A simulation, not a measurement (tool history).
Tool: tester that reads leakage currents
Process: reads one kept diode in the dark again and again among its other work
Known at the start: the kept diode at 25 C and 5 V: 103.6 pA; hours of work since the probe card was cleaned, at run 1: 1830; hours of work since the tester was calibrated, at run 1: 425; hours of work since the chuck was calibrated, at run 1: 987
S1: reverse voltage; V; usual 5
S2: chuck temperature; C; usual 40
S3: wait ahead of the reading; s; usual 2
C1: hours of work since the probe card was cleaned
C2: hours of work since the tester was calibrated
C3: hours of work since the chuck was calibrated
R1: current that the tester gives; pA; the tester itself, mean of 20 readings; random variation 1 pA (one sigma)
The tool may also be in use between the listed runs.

run,day,S1,S2,S3,C1,C2,C3,R1
1,0,5,40,2,1830,425,987,366.32
# day 6.879: probe card cleaned and baked
2,8.025,5,40,8.76,20,563,1126,370.07
3,20.008,5,40,2,230,774,1336,374.88
4,28.333,5,40,2,376,920,1482,380.08
5,33.846,5,40,2,473,1016,1579,381.32
6,43.662,5,40,2,645,1189,1751,385.17
7,53.046,5,26,2,810,1353,1915,133.8
8,61.117,5,40,0.99,952,1495,2057,395.38
9,67.796,5,40,0.99,1069,1612,2174,403.14
# day 73.304: chuck's temperature calibrated
10,74.325,2.04,40,0.99,1182,1725,18,256.03
11,84.412,5,40,2,1359,1902,195,344.3
12,95.462,5,57,2,1553,2096,389,1157.65
13,104.904,5,57,2,1718,2262,554,1167.61
14,112.908,10.27,40,0.62,1859,2402,695,450.61
# day 117.929: probe card cleaned and baked
15,121.021,1.03,57,2,54,2542,835,727.59
16,132.929,13.84,47,2,263,2751,1044,830.69

The next listed run, before its measurement:
17,137.817,13.84,47,2,349,2837,1130,?

{"run 17": {"R1": 839.79}}
Without the tool's hidden state the same run would have given R1 772.85 pA.
